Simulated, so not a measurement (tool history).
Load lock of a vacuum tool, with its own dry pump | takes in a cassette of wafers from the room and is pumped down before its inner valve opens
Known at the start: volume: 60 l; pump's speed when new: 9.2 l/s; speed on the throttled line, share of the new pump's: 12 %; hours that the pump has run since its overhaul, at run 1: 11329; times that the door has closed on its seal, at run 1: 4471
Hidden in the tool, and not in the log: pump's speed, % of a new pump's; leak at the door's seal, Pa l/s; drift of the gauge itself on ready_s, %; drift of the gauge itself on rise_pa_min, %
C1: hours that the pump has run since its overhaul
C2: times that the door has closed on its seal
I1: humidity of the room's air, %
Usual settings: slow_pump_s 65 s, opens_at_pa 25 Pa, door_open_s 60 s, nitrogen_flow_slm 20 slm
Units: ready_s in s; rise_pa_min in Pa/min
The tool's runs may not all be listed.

run 1 hour=0 | slow_pump_s=65 opens_at_pa=25 door_open_s=60 nitrogen_flow_slm=20 | C1=11329 C2=4471 | I1=46.1 | ready_s=111.6 rise_pa_min=0.028
run 2 hour=126.8 | slow_pump_s=65 opens_at_pa=25 door_open_s=60 nitrogen_flow_slm=20 | C1=11456 C2=4704 | I1=45.6 | ready_s=111.6 rise_pa_min=0.029
run 3 hour=221.7 | slow_pump_s=65 opens_at_pa=25 door_open_s=60 nitrogen_flow_slm=24 | C1=11551 C2=4879 | I1=43.4 | ready_s=112.6 rise_pa_min=0.024
run 4 hour=313.6 | slow_pump_s=65 opens_at_pa=25 door_open_s=39 nitrogen_flow_slm=20 | C1=11643 C2=5048 | I1=42.3 | ready_s=110.6 rise_pa_min=0.016
run 5 hour=402.3 | slow_pump_s=65 opens_at_pa=25 door_open_s=39 nitrogen_flow_slm=20 | C1=11732 C2=5212 | I1=45 | ready_s=111.2 rise_pa_min=0.025
run 6 hour=494.2 | slow_pump_s=65 opens_at_pa=25 door_open_s=39 nitrogen_flow_slm=20 | C1=11824 C2=5381 | I1=42.3 | ready_s=111.2 rise_pa_min=0.02
run 7 hour=563.7 | slow_pump_s=65 opens_at_pa=25 door_open_s=39 nitrogen_flow_slm=9 | C1=11893 C2=5509 | I1=42.3 | ready_s=110.7 rise_pa_min=0.021
run 8 hour=714.8 | slow_pump_s=65 opens_at_pa=25 door_open_s=39 nitrogen_flow_slm=9 | C1=12044 C2=5788 | I1=44.2 | ready_s=110.5 rise_pa_min=0.023
run 9 hour=782.3 | slow_pump_s=65 opens_at_pa=25 door_open_s=60 nitrogen_flow_slm=20 | C1=12112 C2=5912 | I1=45.6 | ready_s=112.9 rise_pa_min=0.033
run 10 hour=888.7 | slow_pump_s=65 opens_at_pa=25 door_open_s=60 nitrogen_flow_slm=20 | C1=12218 C2=6108 | I1=43.9 | ready_s=111 rise_pa_min=0.029
run 11 hour=1001.2 | slow_pump_s=65 opens_at_pa=44 door_open_s=60 nitrogen_flow_slm=18 | C1=12331 C2=6315 | I1=42.6 | ready_s=109.6 rise_pa_min=0.026
run 12 hour=1152.9 | slow_pump_s=65 opens_at_pa=25 door_open_s=117 nitrogen_flow_slm=45 | C1=12482 C2=6595 | I1=46 | ready_s=110.4 rise_pa_min=0.026
run 13 hour=1263.9 | slow_pump_s=65 opens_at_pa=25 door_open_s=117 nitrogen_flow_slm=45 | C1=12593 C2=6799 | I1=43.6 | ready_s=112.7 rise_pa_min=0.029
run 14 hour=1405.5 | slow_pump_s=65 opens_at_pa=25 door_open_s=44 nitrogen_flow_slm=20 | C1=12735 C2=7060 | I1=44.2 | ready_s=109.8 rise_pa_min=0.024
run 15 hour=1510.8 | slow_pump_s=32 opens_at_pa=32 door_open_s=60 nitrogen_flow_slm=5 | C1=12840 C2=7254 | I1=47.5 | ready_s=80.6 rise_pa_min=0.036
run 16 hour=1621.6 | slow_pump_s=32 opens_at_pa=32 door_open_s=60 nitrogen_flow_slm=5 | C1=12951 C2=7458 | I1=46.9 | ready_s=81.8 rise_pa_min=0.042
run 17 hour=1730.7 | slow_pump_s=32 opens_at_pa=32 door_open_s=60 nitrogen_flow_slm=5 | C1=13060 C2=7659 | I1=43.1 | ready_s=81.3 rise_pa_min=0.038
run 18 hour=1866.1 | slow_pump_s=90 opens_at_pa=21 door_open_s=176 nitrogen_flow_slm=5 | C1=13196 C2=7909 | I1=45.5 | ready_s=134.3 rise_pa_min=0.076
run 19 hour=1946.1 | slow_pump_s=125 opens_at_pa=25 door_open_s=60 nitrogen_flow_slm=29 | C1=13276 C2=8056 | I1=46.9 | ready_s=164.9 rise_pa_min=0.02

4 ways to go on from here, each from the tool as it stands after run 19. What would each give?
run A hour=2105 | slow_pump_s=81 opens_at_pa=25 door_open_s=60 nitrogen_flow_slm=45 | C1=13434 C2=8349 | I1=45.4 | ready_s=? rise_pa_min=?
run B hour=2105 | slow_pump_s=125 opens_at_pa=25 door_open_s=60 nitrogen_flow_slm=34 | C1=13434 C2=8349 | I1=45.8 | ready_s=? rise_pa_min=?
run C hour=2105 | slow_pump_s=71 opens_at_pa=43 door_open_s=60 nitrogen_flow_slm=20 | C1=13434 C2=8349 | I1=43.8 | ready_s=? rise_pa_min=?
run D hour=2105 | slow_pump_s=65 opens_at_pa=19 door_open_s=60 nitrogen_flow_slm=32 | C1=13434 C2=8349 | I1=46.8 | ready_s=? rise_pa_min=?

run=A ready_s=124.5 rise_pa_min=0.018
run=B ready_s=162 rise_pa_min=0.021
run=C ready_s=112.5 rise_pa_min=0.026
run=D ready_s=112.5 rise_pa_min=0.017
Without the tool's hidden state the same runs would have given:
run=A ready_s=124.4 rise_pa_min=0.018
run=B ready_s=162 rise_pa_min=0.021
run=C ready_s=112.5 rise_pa_min=0.026
run=D ready_s=112.5 rise_pa_min=0.017

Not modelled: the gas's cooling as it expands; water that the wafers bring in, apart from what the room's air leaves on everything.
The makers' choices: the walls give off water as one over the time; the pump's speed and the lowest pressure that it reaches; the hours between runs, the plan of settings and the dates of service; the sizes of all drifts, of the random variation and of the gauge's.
